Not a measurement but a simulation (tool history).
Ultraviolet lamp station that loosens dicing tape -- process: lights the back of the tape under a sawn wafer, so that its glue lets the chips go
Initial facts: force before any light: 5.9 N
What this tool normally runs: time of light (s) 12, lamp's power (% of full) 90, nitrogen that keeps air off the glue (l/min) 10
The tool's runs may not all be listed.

run,hour,time of light (s),lamp's power (% of full),nitrogen that keeps air off the glue (l/min),force that peels the tape off (N),light that reached the tape (mJ/cm2)
1,0,12,90,10,0.342,475
2,18.8,12,90,10,0.33,472
3,37.9,8,90,10,0.791,314
4,71.8,8,90,10,0.816,315
5,87,8,90,10,0.78,323
6,113.7,8,90,10,0.817,312
7,132.3,8,90,10,0.815,318
# hour 146.4: window cleaned of glue's vapour
8,161.5,8,90,10,0.798,313
9,182.5,13,90,10,0.28,520
10,210.3,13,90,10,0.276,513
11,233.7,12,90,6,0.563,471
12,249.7,12,90,10,0.352,480
13,276.9,12,90,14,0.245,472
14,301.2,12,94,14,0.221,494
15,323.8,12,86,10,0.372,451
16,346.5,12,90,10,0.33,478
17,370.2,11,69,19,0.435,335
18,397.6,21,70,10,0.168,652
19,426.9,21,70,10,0.161,649
20,449.1,21,70,10,0.161,641
21,479.6,21,70,10,0.162,649
22,496.9,19,82,7,0.207,682
23,528,6,82,7,1.831,221
24,550,12,90,5,0.648,473
25,583.5,9,90,6,0.955,356
26,610.5,18,82,19,0.105,640
27,642.6,18,82,19,0.104,650
28,674.5,7,97,10,0.891,297
29,695.3,15,96,14,0.133,635
30,725.5,15,96,14,0.127,627
31,742.2,15,96,14,0.128,628
32,766.4,12,81,14,0.302,424

Branching from run 32: 5 alternative next runs. What would each branch give?
A,782.9,12,90,5,?,?
B,782.9,12,84,10,?,?
C,782.9,9,93,8,?,?
D,782.9,7,79,16,?,?
E,782.9,7,85,14,?,?

run,force that peels the tape off (N),light that reached the tape (mJ/cm2)
A,0.663,472
B,0.414,442
C,0.718,366
D,0.909,241
E,0.89,259
Stripped of hidden state, with their random variation kept, the same runs would have yielded:
run,force that peels the tape off (N),light that reached the tape (mJ/cm2)
A,0.659,473
B,0.411,444
C,0.714,367
D,0.904,242
E,0.885,260
